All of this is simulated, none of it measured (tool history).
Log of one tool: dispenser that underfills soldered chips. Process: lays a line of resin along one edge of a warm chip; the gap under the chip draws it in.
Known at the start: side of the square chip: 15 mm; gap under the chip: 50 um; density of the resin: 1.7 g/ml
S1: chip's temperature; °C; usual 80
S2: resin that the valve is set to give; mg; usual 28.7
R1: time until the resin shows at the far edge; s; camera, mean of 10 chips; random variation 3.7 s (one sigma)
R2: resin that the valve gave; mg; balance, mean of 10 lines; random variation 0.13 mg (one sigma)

{"run": 1, "day": 0.0, "S1": 80, "S2": 28.7, "R1": 495.4, "R2": 28.24}
{"run": 2, "day": 0.225, "S1": 75, "S2": 28.7, "R1": 711.7, "R2": 27.98}
{"day": 0.379, "done": "new syringe of resin"}
{"run": 3, "day": 0.546, "S1": 80, "S2": 27.2, "R1": 449.5, "R2": 26.75}
{"run": 4, "day": 0.896, "S1": 80, "S2": 27.2, "R1": 619.3, "R2": 26.55}
{"day": 1.05, "done": "new syringe of resin"}
{"run": 5, "day": 1.121, "S1": 80, "S2": 28.7, "R1": 410.6, "R2": 28.25}
{"day": 1.338, "done": "dispensing valve cleaned and set on the balance"}
{"run": 6, "day": 1.438, "S1": 80, "S2": 28.6, "R1": 525.0, "R2": 28.77}
{"run": 7, "day": 1.721, "S1": 80, "S2": 28.6, "R1": 674.5, "R2": 28.61}
{"day": 1.754, "done": "new syringe of resin"}
{"run": 8, "day": 2.017, "S1": 91, "S2": 28.9, "R1": 354.2, "R2": 28.5}
{"run": 9, "day": 2.371, "S1": 68, "S2": 26.7, "R1": 954.5, "R2": 26.68}
{"day": 2.412, "done": "new syringe of resin"}
{"run": 10, "day": 2.562, "S1": 84, "S2": 27.8, "R1": 395.2, "R2": 27.66}

Run 11 comes next. What will it give?
{"run": 11, "day": 2.842, "S1": 84, "S2": 27.8, "R1": "?", "R2": "?"}

R1: 505.7 s
R2: 27.62 mg
Without the tool's hidden state the same run would have given R1 326.1 s, R2 27.87 mg.

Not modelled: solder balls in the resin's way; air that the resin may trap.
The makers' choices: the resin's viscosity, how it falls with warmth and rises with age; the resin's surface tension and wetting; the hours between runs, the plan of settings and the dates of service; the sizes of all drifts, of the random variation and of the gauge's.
